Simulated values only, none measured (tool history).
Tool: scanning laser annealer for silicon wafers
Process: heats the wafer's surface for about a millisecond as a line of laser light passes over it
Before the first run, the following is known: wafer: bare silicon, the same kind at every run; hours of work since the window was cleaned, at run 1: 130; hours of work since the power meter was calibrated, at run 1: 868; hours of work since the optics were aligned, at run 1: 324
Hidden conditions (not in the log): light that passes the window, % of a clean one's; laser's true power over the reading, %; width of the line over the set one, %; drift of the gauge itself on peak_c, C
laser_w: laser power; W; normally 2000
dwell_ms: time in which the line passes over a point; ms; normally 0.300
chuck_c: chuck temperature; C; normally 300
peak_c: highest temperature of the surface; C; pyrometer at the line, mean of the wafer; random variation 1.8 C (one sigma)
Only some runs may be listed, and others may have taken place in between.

run	day	laser_w	dwell_ms	chuck_c	hours of work since the window was cleaned	hours of work since the power meter was calibrated	hours of work since the optics were aligned	peak_c
1	0.000	2000	0.300	300	130	868	324	1006
2	0.871	2000	0.300	300	142	880	336	1002
3	1.925	2000	0.300	300	156	894	350	1001
4	3.371	2000	0.300	261	176	914	370	967
5	4.262	2000	0.300	261	188	926	382	964
6	5.246	2000	0.300	261	201	940	395	967
7	6.238	2000	0.300	261	215	953	409	965
8	7.204	2000	0.300	300	228	966	422	1002
9	8.100	2000	0.300	300	240	979	434	1002
10	9.029	2000	0.300	300	253	991	447	999
11	10.646	2000	0.258	300	275	1013	469	957
12	12.479	2000	0.300	300	300	1038	494	996
13	13.458	2000	0.335	300	313	1052	507	1035
14	14.675	2000	0.300	300	330	1068	524	999
15	15.546	1807	0.300	300	341	1080	535	938
16	16.550	1807	0.300	300	355	1094	549	934
17	17.375	1807	0.300	300	366	1105	560	938
18	18.492	1807	0.300	300	382	1120	576	934
19	20.158	2020	0.300	300	404	1143	598	1002
20	21.108	2020	0.300	300	417	1156	611	1001
21	23.017	2000	0.300	295	443	1182	637	992
22	24.321	1738	0.334	338	461	1200	655	978
23	26.129	2000	0.228	320	486	1224	680	933
24	27.338	2101	0.227	269	502	1241	696	914
25	29.083	2000	0.293	280	526	1264	720	966
26	30.233	1838	0.225	298	542	1280	736	865
27	31.471	2112	0.300	300	558	1297	752	1024
28	32.571	2112	0.300	300	573	1312	767	1024
29	33.383	2052	0.293	300	585	1323	778	998
30	34.267	1823	0.300	295	597	1335	790	926
31	35.658	1823	0.243	295	615	1354	809	873
32	36.679	2000	0.332	310	629	1368	823	1028
33	37.596	2000	0.300	271	642	1380	836	959
34	39.192	2000	0.300	291	664	1402	858	979
35	40.633	1740	0.272	301	683	1422	877	882
36	42.346	1831	0.261	276	707	1445	901	873
# day 43.092: window over the wafer cleaned
37	44.083	2033	0.278	300	14	1468	923	994
38	45.308	2033	0.278	300	30	1484	940	994
39	46.821	2033	0.278	300	51	1505	960	993
40	48.079	2033	0.278	300	68	1522	978	995

Same runs, no hidden state in the tool, same run-to-run variation:
run	peak_c
1	1012
2	1009
3	1009
4	975
5	973
6	976
7	975
8	1012
9	1013
10	1010
11	967
12	1009
13	1048
14	1012
15	950
16	946
17	951
18	948
19	1018
20	1018
21	1009
22	995
23	949
24	931
25	986
26	881
27	1046
28	1047
29	1020
30	946
31	892
32	1052
33	983
34	1003
35	903
36	896
37	998
38	999
39	998
40	1001
